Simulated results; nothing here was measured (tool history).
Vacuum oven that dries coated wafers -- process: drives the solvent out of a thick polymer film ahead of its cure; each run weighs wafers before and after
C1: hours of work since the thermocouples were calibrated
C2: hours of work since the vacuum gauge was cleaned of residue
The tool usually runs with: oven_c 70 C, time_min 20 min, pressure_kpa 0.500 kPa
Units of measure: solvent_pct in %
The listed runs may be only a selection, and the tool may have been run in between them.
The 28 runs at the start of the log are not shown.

run 29 hour=1829.3 | oven_c=61 time_min=29 pressure_kpa=0.988 | C1=442 C2=2413 | solvent_pct=2.24
run 30 hour=1895.0 | oven_c=61 time_min=29 pressure_kpa=0.988 | C1=482 C2=2453 | solvent_pct=2.25
run 31 hour=1986.7 | oven_c=66 time_min=24 pressure_kpa=0.298 | C1=538 C2=2510 | solvent_pct=1.28
-- hour=2056.3 vacuum gauge cleaned of residue and calibrated
run 32 hour=2067.3 | oven_c=63 time_min=26 pressure_kpa=0.591 | C1=587 C2=7 | solvent_pct=1.70
run 33 hour=2111.0 | oven_c=73 time_min=12 pressure_kpa=0.500 | C1=614 C2=34 | solvent_pct=1.68
run 34 hour=2173.1 | oven_c=70 time_min=16 pressure_kpa=0.500 | C1=652 C2=72 | solvent_pct=1.49
run 35 hour=2265.0 | oven_c=58 time_min=13 pressure_kpa=1.044 | C1=708 C2=128 | solvent_pct=6.60
run 36 hour=2341.7 | oven_c=73 time_min=13 pressure_kpa=1.044 | C1=755 C2=175 | solvent_pct=1.70
run 37 hour=2411.1 | oven_c=70 time_min=20 pressure_kpa=0.463 | C1=798 C2=218 | solvent_pct=0.97

For run 38, what comes out?
run 38 hour=2448.8 | oven_c=70 time_min=20 pressure_kpa=0.416 | C1=821 C2=241 | solvent_pct=?

{"run 38": {"solvent_pct": 0.94}}
If the tool had no hidden condition, the same run with the same run-to-run variation would have returned solvent_pct 0.70 %.

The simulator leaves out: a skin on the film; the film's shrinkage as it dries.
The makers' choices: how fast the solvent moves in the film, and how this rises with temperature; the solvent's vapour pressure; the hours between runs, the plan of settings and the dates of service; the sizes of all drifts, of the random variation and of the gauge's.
